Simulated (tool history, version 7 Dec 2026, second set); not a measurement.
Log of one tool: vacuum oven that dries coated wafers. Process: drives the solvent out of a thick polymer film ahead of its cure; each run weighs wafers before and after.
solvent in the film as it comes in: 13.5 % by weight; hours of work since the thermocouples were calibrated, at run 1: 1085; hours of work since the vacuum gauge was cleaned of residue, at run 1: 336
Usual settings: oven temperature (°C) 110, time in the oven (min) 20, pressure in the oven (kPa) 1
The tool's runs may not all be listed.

run    hour  oven temperature (°C)  time in the oven (min)  pressure in the oven (kPa)  hours of work since the thermocouples were calibrated  hours of work since the vacuum gauge was cleaned of residue  solvent left in the film (%)
  1       0                    110                      20                           1                                                   1085                                                          336                          3.71
  2    41.3                    110                      20                           1                                                   1109                                                          359                          3.79
  3    69.8                    110                      20                           1                                                   1125                                                          376                           3.7
  4    97.5                    110                      20                           1                                                   1141                                                          391                          3.75
  5   121.7                    110                      20                           1                                                   1155                                                          405                          3.76
  6   162.3                    110                      21                           1                                                   1178                                                          428                          3.73
  7   197.2                    110                      21                           1                                                   1198                                                          448                          3.62
      220.6  -- oven's thermocouples calibrated
  8   227.9                    110                      21                           1                                                      4                                                          465                          3.71
  9   274.6                    102                      20                           1                                                     31                                                          491                          5.27
      325.4  -- oven's thermocouples calibrated, once more
 10   327.8                    110                      20                        1.07                                                      1                                                          521                          3.73
 11   380.9                    101                      20                           1                                                     32                                                          551                           5.1
 12   406.9                    110                      20                        1.19                                                     47                                                          566                          3.79
 13   441.8                    110                      20                        1.19                                                     66                                                          586                          4.04
 14   467.4                    110                      20                        1.19                                                     81                                                          600                          3.83
 15   512.8                    110                      20                        1.19                                                    107                                                          626                          3.81
 16     539                    110                      20                        1.19                                                    122                                                          641                          3.78
 17   573.3                    110                      20                         3.7                                                    141                                                          661                          6.13
 18   623.7                    110                      20                         3.7                                                    170                                                          689                           6.3
 19     666                    110                      20                         3.7                                                    194                                                          713                          6.12
 20   713.2                    116                      20                           1                                                    221                                                          740                           2.9
 21   759.6                    116                      20                           1                                                    248                                                          767                          2.94
 22   790.8                    116                      20                           1                                                    266                                                          785                          2.94
 23   827.6                    116                      20                           1                                                    286                                                          806                           2.9
 24   866.4                    116                      20                           1                                                    309                                                          828                          2.86
 25   917.8                    106                      23                        1.26                                                    338                                                          857                          4.19
 26   962.2                    117                      31                        3.09                                                    363                                                          882                          3.68
 27   985.1                    115                      13                        2.66                                                    376                                                          895                          5.73
 28  1015.3                    110                      17                        3.06                                                    394                                                          913                          6.29
 29  1052.1                    116                      29                        0.94                                                    415                                                          934                          1.98
 30  1099.6                    125                      29                        0.94                                                    442                                                          961                           1.3
 31  1143.3                    125                      14                        1.06                                                    467                                                          986                          3.05

Run 32 comes next. What will it give?
 32  1187.6                    125                      14                        1.06                                                    492                                                         1011                             ?

Run 32 gave solvent left in the film (%) 2.92.
Without the tool's hidden state the same run would have given solvent left in the film (%) 2.52.

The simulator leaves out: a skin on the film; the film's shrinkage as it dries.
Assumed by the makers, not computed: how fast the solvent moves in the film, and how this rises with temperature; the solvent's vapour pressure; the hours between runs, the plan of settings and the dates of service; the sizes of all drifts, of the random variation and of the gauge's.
